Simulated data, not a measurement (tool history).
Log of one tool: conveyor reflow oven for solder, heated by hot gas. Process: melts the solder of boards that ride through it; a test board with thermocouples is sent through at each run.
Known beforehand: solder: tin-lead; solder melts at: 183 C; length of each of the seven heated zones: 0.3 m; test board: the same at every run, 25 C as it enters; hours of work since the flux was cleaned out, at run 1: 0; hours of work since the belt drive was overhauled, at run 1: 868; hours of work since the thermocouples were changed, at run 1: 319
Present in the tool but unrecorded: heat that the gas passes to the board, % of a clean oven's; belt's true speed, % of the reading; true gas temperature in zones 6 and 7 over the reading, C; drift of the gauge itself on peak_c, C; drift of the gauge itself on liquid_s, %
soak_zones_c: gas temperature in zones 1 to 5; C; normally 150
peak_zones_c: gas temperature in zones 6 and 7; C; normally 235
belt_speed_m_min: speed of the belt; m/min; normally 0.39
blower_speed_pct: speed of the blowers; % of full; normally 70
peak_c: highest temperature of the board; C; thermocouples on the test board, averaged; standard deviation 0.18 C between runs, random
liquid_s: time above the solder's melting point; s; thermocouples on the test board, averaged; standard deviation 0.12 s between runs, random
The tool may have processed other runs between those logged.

| run | hour | soak_zones_c | peak_zones_c | belt_speed_m_min | blower_speed_pct | hours of work since the flux was cleaned out | hours of work since the belt drive was overhauled | hours of work since the thermocouples were changed | peak_c | liquid_s |
|---|---|---|---|---|---|---|---|---|---|---|
| 1 | 0 | 150 | 235 | 0.39 | 70 | 0 | 868 | 319 | 222.9 | 80.9 |
| 2 | 49.7 | 150 | 235 | 0.39 | 70 | 39 | 907 | 359 | 222.9 | 80.6 |
| 3 | 84.7 | 150 | 235 | 0.39 | 70 | 67 | 935 | 387 | 222.5 | 80.6 |
| 4 | 147.4 | 150 | 235 | 0.39 | 70 | 117 | 985 | 436 | 222 | 80.2 |
| 5 | 199.9 | 150 | 235 | 0.39 | 70 | 159 | 1026 | 478 | 221.7 | 79.9 |
| 6 | 240.2 | 150 | 235 | 0.39 | 70 | 190 | 1058 | 510 | 221.8 | 79.8 |
| 7 | 299.1 | 150 | 235 | 0.39 | 70 | 237 | 1105 | 556 | 221.4 | 79.6 |
| 8 | 352.5 | 150 | 225 | 0.39 | 70 | 280 | 1147 | 599 | 212.6 | 71.9 |
|  | 361.2 | belt drive overhauled, speed set with a stopwatch |
|  | 377.3 | flux residue cleaned out of gas plates and filters |
| 9 | 410.7 | 150 | 225 | 0.39 | 70 | 27 | 35 | 638 | 213.6 | 73.6 |
| 10 | 443.1 | 150 | 225 | 0.39 | 70 | 52 | 61 | 664 | 213.6 | 73.4 |
| 11 | 491 | 146 | 225 | 0.39 | 70 | 90 | 99 | 702 | 212.2 | 70.6 |
| 12 | 566.4 | 146 | 225 | 0.39 | 70 | 150 | 159 | 761 | 212.2 | 70.1 |
| 13 | 628.8 | 146 | 225 | 0.39 | 70 | 199 | 208 | 811 | 212.1 | 69.7 |
|  | 647.4 | belt drive overhauled, speed set with a stopwatch, once more |
| 14 | 700.5 | 150 | 235 | 0.39 | 70 | 253 | 42 | 864 | 220.7 | 77.9 |
|  | 752.5 | flux residue cleaned out of gas plates and filters |
| 15 | 777 | 146 | 225 | 0.383 | 51 | 19 | 99 | 921 | 207.1 | 62.4 |
|  | 798.1 | thermocouples of zones 6 and 7 changed |
| 16 | 840.4 | 143 | 243 | 0.39 | 58 | 68 | 148 | 34 | 225.6 | 78.3 |
| 17 | 880.9 | 143 | 243 | 0.39 | 58 | 100 | 180 | 66 | 225.4 | 78.1 |
| 18 | 923 | 158 | 243 | 0.39 | 58 | 134 | 213 | 99 | 228.2 | 87.6 |
| 19 | 964.9 | 158 | 243 | 0.39 | 58 | 167 | 246 | 132 | 227.5 | 87.4 |
| 20 | 1026.6 | 138 | 246 | 0.36 | 84 | 216 | 295 | 181 | 236.1 | 90.8 |
| 21 | 1094 | 138 | 246 | 0.36 | 84 | 269 | 349 | 235 | 236 | 90.6 |
|  | 1127.8 | flux residue cleaned out of gas plates and filters |
| 22 | 1169.2 | 150 | 235 | 0.39 | 52 | 33 | 404 | 290 | 217.5 | 75.3 |
| 23 | 1216.6 | 153 | 228 | 0.39 | 70 | 70 | 442 | 328 | 217.4 | 77.9 |
| 24 | 1254.6 | 153 | 231 | 0.334 | 70 | 101 | 472 | 358 | 223.1 | 96.5 |
| 25 | 1321.3 | 163 | 231 | 0.334 | 70 | 153 | 525 | 411 | 224 | 103.3 |
| 26 | 1383.9 | 150 | 236 | 0.39 | 66 | 203 | 574 | 460 | 222.3 | 79.7 |
| 27 | 1441.2 | 150 | 236 | 0.42 | 80 | 249 | 620 | 506 | 223.4 | 75.1 |

Difference, measured minus no-hidden-state, one row per run. Run-to-run variation is common to both terms; the gauge's own scatter need not be:
| run | peak_c | liquid_s |
|---|---|---|
| 1 | -0.6 | +0.4 |
| 2 | -0.7 | +0.2 |
| 3 | -1 | +0.1 |
| 4 | -1.3 | -0.1 |
| 5 | -1.5 | -0.3 |
| 6 | -1.6 | -0.4 |
| 7 | -2 | -0.6 |
| 8 | -2.1 | -1.5 |
| 9 | -1 | +0.2 |
| 10 | -1.1 | +0 |
| 11 | -1.4 | -0.3 |
| 12 | -1.7 | -0.7 |
| 13 | -2 | -1.1 |
| 14 | -2.7 | -2.2 |
| 15 | -1.4 | -1.8 |
| 16 | +0.1 | +0.3 |
| 17 | -0.1 | +0.1 |
| 18 | -0.1 | +0.1 |
| 19 | -0.3 | +0 |
| 20 | -0.9 | -0.3 |
| 21 | -1.3 | -0.4 |
| 22 | +0.1 | +0.5 |
| 23 | -0.1 | +0.2 |
| 24 | -0.2 | +0.2 |
| 25 | -0.3 | +0.3 |
| 26 | -0.9 | -0.3 |
| 27 | -1.4 | -0.6 |

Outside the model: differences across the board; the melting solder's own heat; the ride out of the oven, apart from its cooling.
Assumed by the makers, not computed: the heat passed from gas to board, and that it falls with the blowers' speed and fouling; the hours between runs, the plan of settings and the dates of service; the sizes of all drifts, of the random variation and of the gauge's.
